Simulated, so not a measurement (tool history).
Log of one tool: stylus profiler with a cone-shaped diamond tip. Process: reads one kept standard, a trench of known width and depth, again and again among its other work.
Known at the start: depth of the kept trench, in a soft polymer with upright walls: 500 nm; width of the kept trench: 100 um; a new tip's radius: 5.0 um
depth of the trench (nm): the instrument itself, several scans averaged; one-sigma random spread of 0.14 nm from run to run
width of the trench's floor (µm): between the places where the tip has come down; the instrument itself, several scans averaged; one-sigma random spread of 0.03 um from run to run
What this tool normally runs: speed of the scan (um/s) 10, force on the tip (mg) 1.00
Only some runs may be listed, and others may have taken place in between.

| run | day | speed of the scan (um/s) | force on the tip (mg) | depth of the trench (nm) | width of the trench's floor (µm) |
|---|---|---|---|---|---|
| 1 | 0.000 | 10 | 1.00 | 504.11 | 95.27 |
| 2 | 3.638 | 10 | 1.00 | 503.89 | 95.21 |
| 3 | 7.062 | 10 | 1.00 | 504.05 | 95.11 |
| 4 | 9.346 | 10 | 1.00 | 503.94 | 95.01 |
| 5 | 11.946 | 10 | 1.00 | 503.77 | 94.97 |
| 6 | 14.967 | 10 | 1.65 | 505.56 | 94.94 |
| 7 | 18.567 | 10 | 1.00 | 503.69 | 94.84 |
| 8 | 23.112 | 4 | 1.00 | 503.73 | 94.77 |
| 9 | 25.883 | 4 | 1.00 | 503.28 | 94.72 |
| 10 | 29.604 | 10 | 1.00 | 503.36 | 94.57 |
| 11 | 34.108 | 10 | 0.90 | 503.22 | 94.42 |
| 12 | 37.171 | 10 | 0.90 | 503.08 | 94.39 |
| 13 | 39.238 | 10 | 0.90 | 503.14 | 94.34 |
| 14 | 41.783 | 34 | 1.00 | 503.41 | 94.04 |
| 15 | 44.308 | 10 | 0.46 | 501.44 | 94.18 |
| 16 | 47.279 | 10 | 0.46 | 501.31 | 94.11 |
| 17 | 51.779 | 10 | 0.46 | 501.11 | 94.03 |
| 18 | 56.212 | 3 | 0.46 | 500.94 | 94.03 |
| 19 | 58.771 | 3 | 0.46 | 500.69 | 93.93 |
| 20 | 60.700 | 3 | 0.46 | 500.95 | 93.84 |
| 21 | 63.542 | 3 | 0.46 | 500.81 | 93.85 |
| 22 | 65.400 | 12 | 1.28 | 503.44 | 93.72 |
| 23 | 69.412 | 12 | 1.28 | 503.50 | 93.63 |
| 24 | 71.833 | 21 | 2.25 | 505.74 | 93.65 |
| 25 | 73.838 | 3 | 0.84 | 502.16 | 93.65 |
| 26 | 76.425 | 3 | 0.84 | 502.11 | 93.64 |
| 27 | 79.762 | 3 | 2.68 | 506.81 | 93.50 |
| 28 | 83.079 | 4 | 0.83 | 501.89 | 93.47 |
| 29 | 86.412 | 20 | 0.93 | 502.03 | 93.26 |
| 30 | 88.804 | 20 | 0.93 | 502.20 | 93.24 |
| 31 | 92.100 | 6 | 2.51 | 505.96 | 93.30 |
|  | 93.933 | height scale calibrated on a step standard |
| 32 | 95.212 | 6 | 0.64 | 503.05 | 93.22 |
| 33 | 98.712 | 6 | 0.64 | 503.34 | 93.09 |
| 34 | 101.438 | 34 | 2.63 | 508.34 | 92.93 |

Below are 5 alternative next runs, each starting from the tool's condition after run 34. Predict each:
| A | 104.554 | 22 | 1.00 | ? | ? |
| B | 104.554 | 6 | 0.76 | ? | ? |
| C | 104.554 | 13 | 1.74 | ? | ? |
| D | 104.554 | 3 | 0.55 | ? | ? |
| E | 104.554 | 34 | 0.71 | ? | ? |

| run | depth of the trench (nm) | width of the trench's floor (µm) |
|---|---|---|
| A | 503.99 | 92.86 |
| B | 503.32 | 93.04 |
| C | 506.18 | 93.02 |
| D | 502.62 | 93.08 |
| E | 503.31 | 92.73 |
What these runs would have given with no unlogged condition in the tool:
| run | depth of the trench (nm) | width of the trench's floor (µm) |
|---|---|---|
| A | 504.28 | 95.39 |
| B | 503.61 | 95.57 |
| C | 506.47 | 95.55 |
| D | 502.91 | 95.61 |
| E | 503.60 | 95.26 |
